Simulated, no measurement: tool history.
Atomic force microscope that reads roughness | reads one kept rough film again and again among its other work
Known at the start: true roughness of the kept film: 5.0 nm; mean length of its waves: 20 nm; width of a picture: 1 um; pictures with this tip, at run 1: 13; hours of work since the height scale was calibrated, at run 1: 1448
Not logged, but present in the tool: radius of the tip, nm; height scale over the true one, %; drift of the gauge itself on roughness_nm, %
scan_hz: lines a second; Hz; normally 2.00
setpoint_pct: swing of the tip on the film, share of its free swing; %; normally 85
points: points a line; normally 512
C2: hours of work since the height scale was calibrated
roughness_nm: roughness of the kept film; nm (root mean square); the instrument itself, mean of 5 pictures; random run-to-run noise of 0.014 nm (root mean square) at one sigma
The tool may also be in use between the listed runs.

run 1 hour=0.0 | scan_hz=2.00 setpoint_pct=85 points=512 | pictures_with_this_tip=13 C2=1448 | roughness_nm=3.340
run 2 hour=50.4 | scan_hz=2.00 setpoint_pct=85 points=512 | pictures_with_this_tip=84 C2=1477 | roughness_nm=2.718
run 3 hour=81.8 | scan_hz=2.00 setpoint_pct=85 points=512 | pictures_with_this_tip=129 C2=1494 | roughness_nm=2.433
-- hour=115.4 new tip fitted
run 4 hour=151.0 | scan_hz=0.88 setpoint_pct=85 points=512 | pictures_with_this_tip=50 C2=1533 | roughness_nm=3.110
run 5 hour=221.1 | scan_hz=2.00 setpoint_pct=85 points=294 | pictures_with_this_tip=149 C2=1573 | roughness_nm=2.304
-- hour=239.6 new tip fitted
run 6 hour=279.4 | scan_hz=2.00 setpoint_pct=85 points=294 | pictures_with_this_tip=56 C2=1605 | roughness_nm=2.882
-- hour=341.9 height scale calibrated on a step standard
run 7 hour=345.2 | scan_hz=2.00 setpoint_pct=85 points=294 | pictures_with_this_tip=147 C2=2 | roughness_nm=2.375
-- hour=365.4 new tip fitted
run 8 hour=398.5 | scan_hz=0.59 setpoint_pct=85 points=294 | pictures_with_this_tip=47 C2=32 | roughness_nm=3.150
run 9 hour=456.9 | scan_hz=0.59 setpoint_pct=85 points=294 | pictures_with_this_tip=129 C2=65 | roughness_nm=2.540
-- hour=485.6 new tip fitted
run 10 hour=508.5 | scan_hz=0.59 setpoint_pct=85 points=294 | pictures_with_this_tip=32 C2=93 | roughness_nm=3.281
run 11 hour=577.6 | scan_hz=0.59 setpoint_pct=85 points=294 | pictures_with_this_tip=129 C2=132 | roughness_nm=2.604
-- hour=609.6 new tip fitted
run 12 hour=623.2 | scan_hz=2.00 setpoint_pct=85 points=488 | pictures_with_this_tip=19 C2=158 | roughness_nm=3.224
run 13 hour=666.5 | scan_hz=2.00 setpoint_pct=85 points=488 | pictures_with_this_tip=80 C2=182 | roughness_nm=2.713
run 14 hour=713.4 | scan_hz=2.00 setpoint_pct=85 points=382 | pictures_with_this_tip=146 C2=209 | roughness_nm=2.341
-- hour=734.0 height scale calibrated on a step standard, once more
-- hour=734.5 new tip fitted
run 15 hour=766.7 | scan_hz=2.00 setpoint_pct=85 points=382 | pictures_with_this_tip=45 C2=18 | roughness_nm=2.875
run 16 hour=816.0 | scan_hz=2.00 setpoint_pct=85 points=382 | pictures_with_this_tip=115 C2=46 | roughness_nm=2.399
run 17 hour=846.4 | scan_hz=2.00 setpoint_pct=85 points=382 | pictures_with_this_tip=157 C2=63 | roughness_nm=2.220
-- hour=859.2 new tip fitted
run 18 hour=905.2 | scan_hz=2.00 setpoint_pct=85 points=382 | pictures_with_this_tip=64 C2=96 | roughness_nm=2.796
run 19 hour=937.7 | scan_hz=3.41 setpoint_pct=85 points=512 | pictures_with_this_tip=110 C2=114 | roughness_nm=2.409
-- hour=985.5 new tip fitted
run 20 hour=992.8 | scan_hz=2.00 setpoint_pct=64 points=512 | pictures_with_this_tip=10 C2=145 | roughness_nm=3.469
run 21 hour=1032.9 | scan_hz=2.00 setpoint_pct=64 points=512 | pictures_with_this_tip=66 C2=168 | roughness_nm=2.981
run 22 hour=1085.8 | scan_hz=2.46 setpoint_pct=64 points=512 | pictures_with_this_tip=141 C2=197 | roughness_nm=2.440
-- hour=1109.8 new tip fitted
run 23 hour=1133.0 | scan_hz=0.62 setpoint_pct=85 points=512 | pictures_with_this_tip=32 C2=224 | roughness_nm=3.211
run 24 hour=1167.8 | scan_hz=0.62 setpoint_pct=85 points=512 | pictures_with_this_tip=81 C2=243 | roughness_nm=2.750
run 25 hour=1224.8 | scan_hz=1.77 setpoint_pct=73 points=300 | pictures_with_this_tip=162 C2=275 | roughness_nm=2.278
-- hour=1231.0 new tip fitted
run 26 hour=1280.5 | scan_hz=3.95 setpoint_pct=73 points=775 | pictures_with_this_tip=69 C2=307 | roughness_nm=2.761
run 27 hour=1331.5 | scan_hz=2.68 setpoint_pct=83 points=868 | pictures_with_this_tip=141 C2=335 | roughness_nm=2.314
-- hour=1353.9 new tip fitted
run 28 hour=1364.3 | scan_hz=0.51 setpoint_pct=70 points=539 | pictures_with_this_tip=14 C2=353 | roughness_nm=3.385
run 29 hour=1434.0 | scan_hz=1.04 setpoint_pct=60 points=633 | pictures_with_this_tip=113 C2=393 | roughness_nm=2.637
run 30 hour=1465.6 | scan_hz=2.00 setpoint_pct=68 points=646 | pictures_with_this_tip=157 C2=411 | roughness_nm=2.393
-- hour=1474.9 new tip fitted
run 31 hour=1511.8 | scan_hz=0.76 setpoint_pct=90 points=512 | pictures_with_this_tip=52 C2=436 | roughness_nm=3.051
run 32 hour=1558.4 | scan_hz=0.76 setpoint_pct=90 points=512 | pictures_with_this_tip=118 C2=463 | roughness_nm=2.577
-- hour=1597.2 new tip fitted
run 33 hour=1610.9 | scan_hz=1.29 setpoint_pct=82 points=731 | pictures_with_this_tip=19 C2=492 | roughness_nm=3.277
run 34 hour=1683.0 | scan_hz=1.56 setpoint_pct=79 points=285 | pictures_with_this_tip=120 C2=533 | roughness_nm=2.420
-- hour=1717.3 new tip fitted
run 35 hour=1729.1 | scan_hz=2.80 setpoint_pct=79 points=814 | pictures_with_this_tip=17 C2=558 | roughness_nm=3.205
run 36 hour=1763.3 | scan_hz=0.53 setpoint_pct=79 points=455 | pictures_with_this_tip=65 C2=578 | roughness_nm=2.950
run 37 hour=1802.0 | scan_hz=2.60 setpoint_pct=79 points=338 | pictures_with_this_tip=119 C2=599 | roughness_nm=2.379
-- hour=1837.3 new tip fitted
run 38 hour=1858.2 | scan_hz=2.58 setpoint_pct=74 points=837 | pictures_with_this_tip=30 C2=631 | roughness_nm=3.167
run 39 hour=1914.9 | scan_hz=2.58 setpoint_pct=74 points=327 | pictures_with_this_tip=109 C2=663 | roughness_nm=2.532
-- hour=1959.3 new tip fitted
run 40 hour=1964.4 | scan_hz=2.00 setpoint_pct=69 points=512 | pictures_with_this_tip=7 C2=690 | roughness_nm=3.477
run 41 hour=2034.6 | scan_hz=2.00 setpoint_pct=69 points=512 | pictures_with_this_tip=106 C2=730 | roughness_nm=2.614
run 42 hour=2075.6 | scan_hz=0.74 setpoint_pct=60 points=454 | pictures_with_this_tip=164 C2=753 | roughness_nm=2.360
-- hour=2079.4 new tip fitted
run 43 hour=2119.5 | scan_hz=0.55 setpoint_pct=60 points=638 | pictures_with_this_tip=57 C2=777 | roughness_nm=3.046
run 44 hour=2185.0 | scan_hz=0.55 setpoint_pct=60 points=638 | pictures_with_this_tip=149 C2=814 | roughness_nm=2.417
-- hour=2200.0 new tip fitted
run 45 hour=2252.8 | scan_hz=1.02 setpoint_pct=61 points=300 | pictures_with_this_tip=75 C2=852 | roughness_nm=2.880
run 46 hour=2291.9 | scan_hz=1.02 setpoint_pct=79 points=256 | pictures_with_this_tip=130 C2=874 | roughness_nm=2.456
-- hour=2322.7 new tip fitted
run 47 hour=2323.6 | scan_hz=1.02 setpoint_pct=79 points=256 | pictures_with_this_tip=2 C2=892 | roughness_nm=3.449
run 48 hour=2385.0 | scan_hz=2.35 setpoint_pct=63 points=461 | pictures_with_this_tip=88 C2=926 | roughness_nm=2.754

Forecast each of these 5 alternatives for the next run:
run A hour=2429.1 | scan_hz=2.35 setpoint_pct=63 points=313 | pictures_with_this_tip=150 C2=951 | roughness_nm=?
run B hour=2429.1 | scan_hz=2.35 setpoint_pct=56 points=497 | pictures_with_this_tip=150 C2=951 | roughness_nm=?
run C hour=2429.1 | scan_hz=2.00 setpoint_pct=62 points=761 | pictures_with_this_tip=150 C2=951 | roughness_nm=?
run D hour=2429.1 | scan_hz=1.28 setpoint_pct=60 points=600 | pictures_with_this_tip=150 C2=951 | roughness_nm=?
run E hour=2429.1 | scan_hz=2.35 setpoint_pct=79 points=908 | pictures_with_this_tip=150 C2=951 | roughness_nm=?

run=A roughness_nm=2.361
run=B roughness_nm=2.426
run=C roughness_nm=2.432
run=D roughness_nm=2.451
run=E roughness_nm=2.328
Had the tool no hidden state, the same runs would have come out as:
run=A roughness_nm=3.525
run=B roughness_nm=3.619
run=C roughness_nm=3.628
run=D roughness_nm=3.656
run=E roughness_nm=3.468

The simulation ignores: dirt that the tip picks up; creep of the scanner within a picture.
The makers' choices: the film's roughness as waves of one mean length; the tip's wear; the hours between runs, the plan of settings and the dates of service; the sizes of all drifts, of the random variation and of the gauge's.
